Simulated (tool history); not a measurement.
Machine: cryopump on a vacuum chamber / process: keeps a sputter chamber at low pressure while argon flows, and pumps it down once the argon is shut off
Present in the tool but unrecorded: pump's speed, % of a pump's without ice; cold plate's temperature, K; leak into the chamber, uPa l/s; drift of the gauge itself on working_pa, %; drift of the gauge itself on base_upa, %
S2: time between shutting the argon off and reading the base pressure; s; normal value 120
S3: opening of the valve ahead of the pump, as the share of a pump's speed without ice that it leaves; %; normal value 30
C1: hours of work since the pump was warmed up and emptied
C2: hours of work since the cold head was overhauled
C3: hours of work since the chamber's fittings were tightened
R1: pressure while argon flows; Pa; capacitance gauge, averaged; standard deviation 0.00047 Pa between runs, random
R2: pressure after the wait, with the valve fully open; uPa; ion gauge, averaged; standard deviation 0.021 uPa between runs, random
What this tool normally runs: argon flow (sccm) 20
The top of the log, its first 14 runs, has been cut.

Run 15, hour 372.8: usual settings but argon flow (sccm) 18; C1 355; C2 355; C3 929. Result: R1 0.0448 Pa, R2 0.93 uPa.
Run 16, hour 399.1: usual settings; C1 367; C2 367; C3 940. Result: R1 0.0502 Pa, R2 0.95 uPa.
Run 17, hour 432.8: usual settings; C1 381; C2 381; C3 955. Result: R1 0.0505 Pa, R2 0.97 uPa.
Run 18, hour 467.2: usual settings; C1 396; C2 396; C3 970. Result: R1 0.0504 Pa, R2 0.98 uPa.
Run 19, hour 496.1: usual settings; C1 409; C2 409; C3 983. Result: R1 0.0502 Pa, R2 0.98 uPa.
Run 20, hour 525.9: usual settings; C1 422; C2 422; C3 996. Result: R1 0.0513 Pa, R2 0.95 uPa.
Run 21, hour 543.3: usual settings; C1 429; C2 429; C3 1003. Result: R1 0.0505 Pa, R2 0.99 uPa.
Run 22, hour 572.4: usual settings; C1 442; C2 442; C3 1016. Result: R1 0.051 Pa, R2 1.02 uPa.
Run 23, hour 596.3: usual settings; C1 452; C2 452; C3 1026. Result: R1 0.051 Pa, R2 0.98 uPa.
Run 24, hour 623.5: usual settings but argon flow (sccm) 12, S3 17 %; C1 464; C2 464; C3 1038. Result: R1 0.0526 Pa, R2 1.03 uPa.
Run 25, hour 650.4: usual settings but argon flow (sccm) 11, S2 22 s, S3 17 %; C1 476; C2 476; C3 1050. Result: R1 0.0489 Pa, R2 2.46 uPa.
Run 26, hour 665.3: usual settings but argon flow (sccm) 11, S2 22 s, S3 17 %; C1 482; C2 482; C3 1056. Result: R1 0.0488 Pa, R2 2.43 uPa.
Run 27, hour 700.4: usual settings but argon flow (sccm) 10, S2 22 s, S3 17 %; C1 498; C2 498; C3 1071. Result: R1 0.0442 Pa, R2 2.43 uPa.
Run 28, hour 730.1: usual settings but argon flow (sccm) 28, S2 58 s, S3 23 %; C1 511; C2 511; C3 1084. Result: R1 0.0931 Pa, R2 1.4 uPa.
Run 29, hour 746.9: usual settings but argon flow (sccm) 35, S2 58 s, S3 23 %; C1 518; C2 518; C3 1092. Result: R1 0.1147 Pa, R2 1.41 uPa.
Run 30, hour 779.5: usual settings but argon flow (sccm) 29, S2 52 s, S3 20 %; C1 532; C2 532; C3 1106. Result: R1 0.1095 Pa, R2 1.51 uPa.
Run 31, hour 811.9: usual settings but argon flow (sccm) 27, S2 42 s; C1 546; C2 546; C3 1120. Result: R1 0.069 Pa, R2 1.68 uPa.
Run 32, hour 847.2: usual settings but argon flow (sccm) 27, S2 42 s; C1 561; C2 561; C3 1135. Result: R1 0.0689 Pa, R2 1.65 uPa.
Run 33, hour 868.5: usual settings but argon flow (sccm) 9, S2 271 s, S3 32 %; C1 571; C2 571; C3 1144. Result: R1 0.0218 Pa, R2 0.93 uPa.

5 options for the next run, each taken on its own from the tool as it stands now. Forecast them:
Run A, hour 884.1: usual settings but argon flow (sccm) 19, S2 39 s, S3 22 %; C1 577; C2 577; C3 1151. Result: R1 ?, R2 ?.
Run B, hour 884.1: usual settings but argon flow (sccm) 34, S2 51 s, S3 24 %; C1 577; C2 577; C3 1151. Result: R1 ?, R2 ?.
Run C, hour 884.1: usual settings but argon flow (sccm) 9, S2 193 s, S3 28 %; C1 577; C2 577; C3 1151. Result: R1 ?, R2 ?.
Run D, hour 884.1: usual settings but argon flow (sccm) 31, S2 66 s, S3 57 %; C1 577; C2 577; C3 1151. Result: R1 ?, R2 ?.
Run E, hour 884.1: usual settings but argon flow (sccm) 9, S2 248 s, S3 32 %; C1 577; C2 577; C3 1151. Result: R1 ?, R2 ?.

run      R1    R2
  A  0.0659  1.73
  B   0.108   1.5
  C  0.0254  0.96
  D  0.0437  1.33
  E   0.022  0.95
With the hidden condition removed and each run's random variation left untouched, the same runs would have given:
run      R1    R2
  A  0.0638   1.1
  B  0.1044  0.87
  C  0.0244  0.32
  D  0.0404  0.71
  E   0.021  0.29
